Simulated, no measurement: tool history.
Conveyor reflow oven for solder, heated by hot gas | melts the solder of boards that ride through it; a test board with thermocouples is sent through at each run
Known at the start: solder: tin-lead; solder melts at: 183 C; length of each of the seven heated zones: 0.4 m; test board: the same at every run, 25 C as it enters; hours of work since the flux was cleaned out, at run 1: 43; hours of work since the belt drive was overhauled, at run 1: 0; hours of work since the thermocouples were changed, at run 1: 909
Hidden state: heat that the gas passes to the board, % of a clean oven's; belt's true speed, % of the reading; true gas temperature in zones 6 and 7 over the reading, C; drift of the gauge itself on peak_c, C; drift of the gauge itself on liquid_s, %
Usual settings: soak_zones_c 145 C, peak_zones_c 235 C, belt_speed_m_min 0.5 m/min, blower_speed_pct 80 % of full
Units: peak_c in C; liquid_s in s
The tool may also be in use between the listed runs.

run	hour	soak_zones_c	peak_zones_c	belt_speed_m_min	blower_speed_pct	hours of work since the flux was cleaned out	hours of work since the belt drive was overhauled	hours of work since the thermocouples were changed	peak_c	liquid_s
1	0	145	235	0.5	80	43	0	909	222.6	82.3
2	45.6	145	235	0.5	80	76	33	942	223.5	81.8
3	80	145	235	0.5	80	101	58	967	223.7	81.9
# hour 98.8: thermocouples of zones 6 and 7 changed
4	102.2	145	235	0.5	80	116	73	2	224.9	83.5
5	149.7	145	235	0.5	80	151	108	37	225.1	83.2
6	172	145	238	0.5	80	167	124	53	228.1	85.1
7	202.9	145	238	0.5	80	189	146	76	226.9	85.2
8	245.8	145	238	0.5	80	221	178	107	227.6	85
9	285.7	145	238	0.5	80	250	207	136	227.6	85.3
10	317	145	238	0.5	80	272	230	159	227.4	85
11	354.4	145	238	0.5	80	300	257	186	227.7	85.2
12	400.4	145	238	0.5	80	333	290	220	227.4	84.8
13	444.7	145	224	0.5	71	366	323	252	213	72.8
14	489.6	137	250	0.528	65	398	355	285	231.9	79.7

Forecast run 15:
15	522.8	145	241	0.5	80	422	379	309	?	?

peak_c: 229.5 C
liquid_s: 86.7 s
Without the tool's hidden state the same run would have given peak_c 231.3 C, liquid_s 87 s.
